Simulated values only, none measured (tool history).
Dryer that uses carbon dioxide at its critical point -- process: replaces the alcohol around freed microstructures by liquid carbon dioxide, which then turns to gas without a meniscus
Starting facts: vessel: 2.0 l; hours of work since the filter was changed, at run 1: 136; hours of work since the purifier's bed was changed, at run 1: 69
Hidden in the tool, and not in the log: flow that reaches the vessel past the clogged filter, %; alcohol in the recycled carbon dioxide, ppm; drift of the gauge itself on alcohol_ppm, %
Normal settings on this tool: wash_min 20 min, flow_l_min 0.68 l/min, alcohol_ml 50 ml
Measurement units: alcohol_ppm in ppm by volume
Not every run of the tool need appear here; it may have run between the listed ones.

run,hour,wash_min,flow_l_min,alcohol_ml,hours of work since the filter was changed,hours of work since the purifier's bed was changed,alcohol_ppm
1,0,20,0.68,50,136,69,239
2,18.5,20,0.68,24,146,78,143
3,32.4,20,0.68,24,153,85,143
4,50.3,20,0.68,24,162,95,145
5,61.3,20,0.68,50,168,100,265
6,71.9,20,0.68,50,173,106,262
7,88.4,20,0.68,50,182,114,262
8,96.2,15,0.68,50,186,118,803
# hour 98.9: inlet filter changed
9,108.7,15,0.68,50,5,124,616
10,125,15,0.68,50,13,133,621
11,133.6,20,0.799,50,18,137,120
12,150.9,20,0.416,50,27,146,1164
13,170.3,20,0.416,28,37,156,702
14,189,20,0.416,28,47,166,693
15,204.2,20,0.416,28,54,174,715
16,214.1,20,0.54,28,60,179,340
17,230.9,31,0.507,50,68,188,153
18,248.6,14,0.575,50,77,197,1461
19,260.3,25,1.107,29,84,203,67
20,271.9,20,0.478,50,90,209,888
21,290.8,20,0.478,50,99,219,899
22,307.6,22,0.478,49,108,227,635
23,321.3,25,0.776,82,115,234,124
24,338.7,20,0.536,80,124,243,1011
25,357.5,17,0.463,94,134,253,2992
26,368,17,0.785,43,139,259,296
27,381.9,15,0.785,109,147,266,1012
28,391.3,18,0.872,109,151,271,339

Here are 4 independent what-if runs from the current tool condition. What would each one return?
A,401.9,18,0.453,119,157,276,?
B,401.9,22,0.877,23,157,276,?
C,401.9,14,0.976,95,157,276,?
D,401.9,30,0.872,72,157,276,?

run,alcohol_ppm
A,3588
B,108
C,515
D,104
Stripped of hidden state, with their random variation kept, the same runs would have yielded:
run,alcohol_ppm
A,2773
B,14
C,293
D,15
